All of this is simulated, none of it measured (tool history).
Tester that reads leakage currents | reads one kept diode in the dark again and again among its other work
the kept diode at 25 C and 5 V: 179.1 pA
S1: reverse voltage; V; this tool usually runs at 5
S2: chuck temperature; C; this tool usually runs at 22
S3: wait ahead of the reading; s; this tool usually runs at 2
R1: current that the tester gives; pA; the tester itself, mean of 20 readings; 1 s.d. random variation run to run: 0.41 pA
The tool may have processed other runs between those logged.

run 1 hour=0 | S1=5 S2=22 S3=2 | R1=159.44
run 2 hour=28.4 | S1=5 S2=22 S3=2 | R1=159.31
run 3 hour=86.9 | S1=5 S2=22 S3=2 | R1=160.41
run 4 hour=147.6 | S1=5 S2=32 S3=2 | R1=397.34
run 5 hour=186.8 | S1=4.71 S2=32 S3=2 | R1=385.98
run 6 hour=219.8 | S1=4.71 S2=32 S3=2 | R1=386.94
run 7 hour=248.7 | S1=5 S2=22 S3=1.5 | R1=163.1
run 8 hour=288.6 | S1=5 S2=22 S3=2 | R1=163.46
run 9 hour=338 | S1=5 S2=22 S3=1.3 | R1=164.54
-- hour=378.7 probe card cleaned and baked
run 10 hour=389.4 | S1=5 S2=22 S3=1.3 | R1=153.58
run 11 hour=430.5 | S1=5 S2=22 S3=1.3 | R1=154.78
run 12 hour=461.4 | S1=3.64 S2=22 S3=9.98 | R1=132.12
run 13 hour=500.9 | S1=3.64 S2=22 S3=9.98 | R1=133.23
run 14 hour=548.5 | S1=1.03 S2=27 S3=6.17 | R1=116.65
run 15 hour=608.1 | S1=1.03 S2=27 S3=6.17 | R1=117.34
run 16 hour=654.3 | S1=8.03 S2=29 S3=1.16 | R1=383.11

Here are 3 independent what-if runs from the current tool condition. What would each one return?
run A hour=704.6 | S1=1.52 S2=43 S3=8.37 | R1=?
run B hour=704.6 | S1=14.88 S2=36 S3=0.46 | R1=?
run C hour=704.6 | S1=5 S2=29 S3=2 | R1=?

run=A R1=597.17
run=B R1=989.9
run=C R1=308.22
The same runs, with their run-to-run variation unchanged, on a tool lacking any hidden condition would have given:
run=A R1=520.96
run=B R1=856.55
run=C R1=264.62
